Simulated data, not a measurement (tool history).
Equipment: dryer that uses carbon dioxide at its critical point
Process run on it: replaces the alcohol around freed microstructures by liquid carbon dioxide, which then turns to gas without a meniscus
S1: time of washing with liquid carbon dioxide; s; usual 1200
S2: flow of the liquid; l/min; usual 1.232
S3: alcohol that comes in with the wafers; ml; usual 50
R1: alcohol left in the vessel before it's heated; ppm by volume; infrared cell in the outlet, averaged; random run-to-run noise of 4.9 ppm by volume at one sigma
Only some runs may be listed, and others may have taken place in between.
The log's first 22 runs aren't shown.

{"run": 23, "hour": 263.2, "S1": 1200, "S2": 1.232, "S3": 24, "R1": 40}
{"run": 24, "hour": 276.0, "S1": 1200, "S2": 1.232, "S3": 61, "R1": 84}
{"run": 25, "hour": 288.3, "S1": 1200, "S2": 1.232, "S3": 61, "R1": 85}
{"run": 26, "hour": 305.8, "S1": 780, "S2": 0.75, "S3": 108, "R1": 3445}
{"run": 27, "hour": 321.0, "S1": 1320, "S2": 1.48, "S3": 98, "R1": 33}
{"run": 28, "hour": 329.2, "S1": 1200, "S2": 1.232, "S3": 72, "R1": 104}
{"run": 29, "hour": 339.5, "S1": 1560, "S2": 0.78, "S3": 64, "R1": 250}
{"run": 30, "hour": 356.5, "S1": 1560, "S2": 0.78, "S3": 64, "R1": 249}
{"run": 31, "hour": 363.8, "S1": 1200, "S2": 1.232, "S3": 46, "R1": 73}
{"run": 32, "hour": 377.5, "S1": 900, "S2": 1.1, "S3": 24, "R1": 193}
{"run": 33, "hour": 386.6, "S1": 1800, "S2": 1.64, "S3": 72, "R1": 19}
{"run": 34, "hour": 397.6, "S1": 1800, "S2": 1.64, "S3": 72, "R1": 15}
{"run": 35, "hour": 405.5, "S1": 1800, "S2": 1.41, "S3": 38, "R1": 28}
{"run": 36, "hour": 413.8, "S1": 1800, "S2": 1.41, "S3": 38, "R1": 23}
{"run": 37, "hour": 423.8, "S1": 1800, "S2": 1.41, "S3": 38, "R1": 17}
{"run": 38, "hour": 434.4, "S1": 1200, "S2": 1.41, "S3": 103, "R1": 81}
{"run": 39, "hour": 441.6, "S1": 1680, "S2": 1.232, "S3": 94, "R1": 44}
{"run": 40, "hour": 449.3, "S1": 1440, "S2": 1.67, "S3": 65, "R1": 23}
{"run": 41, "hour": 457.2, "S1": 960, "S2": 1.232, "S3": 50, "R1": 197}
{"run": 42, "hour": 470.2, "S1": 1200, "S2": 1.232, "S3": 29, "R1": 57}
{"run": 43, "hour": 478.6, "S1": 1200, "S2": 1.232, "S3": 29, "R1": 56}
{"run": 44, "hour": 487.6, "S1": 840, "S2": 0.95, "S3": 50, "R1": 790}
{"run": 45, "hour": 501.3, "S1": 840, "S2": 0.95, "S3": 50, "R1": 804}
{"run": 46, "hour": 516.2, "S1": 840, "S2": 0.79, "S3": 84, "R1": 2185}
{"run": 47, "hour": 525.0, "S1": 840, "S2": 0.79, "S3": 84, "R1": 2198}

Forecast each of these 3 alternatives for the next run:
{"run": "A", "hour": 536.1, "S1": 1740, "S2": 0.79, "S3": 22, "R1": "?"}
{"run": "B", "hour": 536.1, "S1": 1680, "S2": 0.85, "S3": 50, "R1": "?"}
{"run": "C", "hour": 536.1, "S1": 1860, "S2": 1.21, "S3": 28, "R1": "?"}

run=A R1=80
run=B R1=115
run=C R1=21
With the hidden condition removed and each run's random variation left untouched, the same runs would have given:
run=A R1=51
run=B R1=75
run=C R1=2

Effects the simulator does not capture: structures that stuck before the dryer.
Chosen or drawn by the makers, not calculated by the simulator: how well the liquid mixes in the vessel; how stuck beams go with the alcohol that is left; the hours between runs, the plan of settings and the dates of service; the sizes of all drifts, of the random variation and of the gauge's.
